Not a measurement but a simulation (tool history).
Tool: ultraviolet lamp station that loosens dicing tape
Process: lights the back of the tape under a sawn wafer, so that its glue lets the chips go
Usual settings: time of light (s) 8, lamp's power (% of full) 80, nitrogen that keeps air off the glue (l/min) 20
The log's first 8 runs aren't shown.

| run | day | time of light (s) | lamp's power (% of full) | nitrogen that keeps air off the glue (l/min) | force that peels the tape off (N) | light that reached the tape (mJ/cm²) |
|---|---|---|---|---|---|---|
| 9 | 12.671 | 7 | 80 | 20 | 0.536 | 160 |
|  | 13.992 | window cleaned of glue's vapour |
| 10 | 14.288 | 7 | 80 | 20 | 0.415 | 187 |
| 11 | 16.333 | 8 | 73 | 20 | 0.390 | 188 |
| 12 | 18.108 | 8 | 73 | 20 | 0.403 | 179 |
| 13 | 19.383 | 8 | 73 | 20 | 0.422 | 184 |
|  | 20.104 | lamp changed |
| 14 | 20.838 | 8 | 73 | 20 | 0.237 | 240 |
| 15 | 22.288 | 8 | 73 | 20 | 0.239 | 242 |
| 16 | 24.367 | 8 | 80 | 20 | 0.211 | 261 |
| 17 | 26.588 | 8 | 80 | 20 | 0.237 | 260 |
| 18 | 28.583 | 9 | 61 | 27 | 0.264 | 215 |
| 19 | 29.846 | 9 | 61 | 27 | 0.270 | 212 |
| 20 | 31.738 | 9 | 61 | 27 | 0.273 | 212 |
| 21 | 33.300 | 7 | 86 | 20 | 0.276 | 224 |
| 22 | 34.721 | 7 | 86 | 20 | 0.263 | 225 |
| 23 | 36.729 | 8 | 77 | 20 | 0.276 | 229 |
| 24 | 38.054 | 8 | 89 | 7 | 0.442 | 257 |
| 25 | 39.888 | 14 | 69 | 10 | 0.190 | 344 |
| 26 | 42.012 | 14 | 69 | 10 | 0.208 | 333 |
|  | 42.404 | window cleaned of glue's vapour |
| 27 | 44.242 | 14 | 69 | 40 | 0.140 | 383 |
| 28 | 45.750 | 4 | 69 | 18 | 1.245 | 108 |
| 29 | 47.704 | 8 | 74 | 21 | 0.251 | 229 |
| 30 | 48.808 | 8 | 74 | 21 | 0.258 | 227 |
| 31 | 51.038 | 8 | 74 | 21 | 0.292 | 219 |
| 32 | 52.342 | 8 | 74 | 21 | 0.296 | 215 |
| 33 | 53.679 | 8 | 74 | 21 | 0.286 | 214 |

5 ways to go on from here, each from the tool as it stands after run 33. What would each give?
| A | 55.383 | 8 | 80 | 35 | ? | ? |
| B | 55.383 | 14 | 74 | 11 | ? | ? |
| C | 55.383 | 6 | 80 | 20 | ? | ? |
| D | 55.383 | 8 | 65 | 6 | ? | ? |
| E | 55.383 | 6 | 85 | 23 | ? | ? |

| run | force that peels the tape off (N) | light that reached the tape (mJ/cm²) |
|---|---|---|
| A | 0.211 | 230 |
| B | 0.168 | 371 |
| C | 0.475 | 174 |
| D | 0.909 | 187 |
| E | 0.391 | 179 |
Without the tool's hidden state the same runs would have given:
| run | force that peels the tape off (N) | light that reached the tape (mJ/cm²) |
|---|---|---|
| A | 0.168 | 282 |
| B | 0.147 | 455 |
| C | 0.311 | 213 |
| D | 0.612 | 229 |
| E | 0.262 | 220 |

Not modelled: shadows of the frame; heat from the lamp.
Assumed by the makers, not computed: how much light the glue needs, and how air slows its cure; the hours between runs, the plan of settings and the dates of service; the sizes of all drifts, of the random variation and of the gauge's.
